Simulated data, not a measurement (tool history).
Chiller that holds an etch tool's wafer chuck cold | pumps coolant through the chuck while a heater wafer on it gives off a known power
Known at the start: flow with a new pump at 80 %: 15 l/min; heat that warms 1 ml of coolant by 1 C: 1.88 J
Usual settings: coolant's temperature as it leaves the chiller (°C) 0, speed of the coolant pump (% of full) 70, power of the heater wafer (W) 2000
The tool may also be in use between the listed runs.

run,day,coolant's temperature as it leaves the chiller (°C),speed of the coolant pump (% of full),power of the heater wafer (W),chuck's temperature once it has settled (°C),how much warmer the coolant comes back (C)
1,0.000,0,70,2000,17.4,5.00
2,1.017,0,70,2000,17.4,4.91
3,2.404,0,70,2000,17.5,4.94
4,3.288,-5,70,2000,12.4,4.98
5,4.338,0,70,2000,17.4,4.92
6,5.592,0,70,2000,17.5,4.95
7,6.396,0,72,2000,17.2,4.80
8,7.092,0,72,2000,17.1,4.72
9,8.317,-9,70,2000,8.6,4.92
10,9.062,-9,98,2000,5.4,3.36
11,10.467,0,70,2000,17.4,4.89
12,11.800,0,70,2000,17.4,4.94
13,12.946,0,70,2000,17.4,4.90
14,13.662,0,70,2000,17.3,4.84
15,14.346,0,70,2000,17.3,4.89
16,15.517,0,70,2000,17.4,4.89
17,17.000,0,67,2000,17.9,5.09
18,17.729,5,65,1976,23.0,5.22
19,18.562,5,65,1976,22.9,5.21
20,19.604,5,85,2000,20.7,3.88
21,20.308,-1,94,2812,19.7,4.81
22,21.050,-8,80,2359,11.0,4.92
23,22.550,-8,80,1997,8.1,4.13
24,23.988,-8,80,1997,8.0,4.09
25,24.738,-8,70,1507,5.0,3.70
26,25.912,2,84,1012,9.9,1.84
27,27.058,4,70,2087,22.0,5.04
28,28.171,5,86,2206,22.0,4.09
29,29.033,5,86,2206,22.2,4.16
30,29.675,4,70,2000,21.3,4.82
31,30.879,4,70,2679,27.2,6.45

Run 32, settings as shown, results not yet in. Your forecast:
32,32.317,0,66,1685,?,?

Run 32 came out at chuck's temperature once it has settled (°C) 15.2, how much warmer the coolant comes back (C) 4.32.
With the hidden condition absent and the run-to-run variation left alone, this run would have shown chuck's temperature once it has settled (°C) 15.2, how much warmer the coolant comes back (C) 4.50.
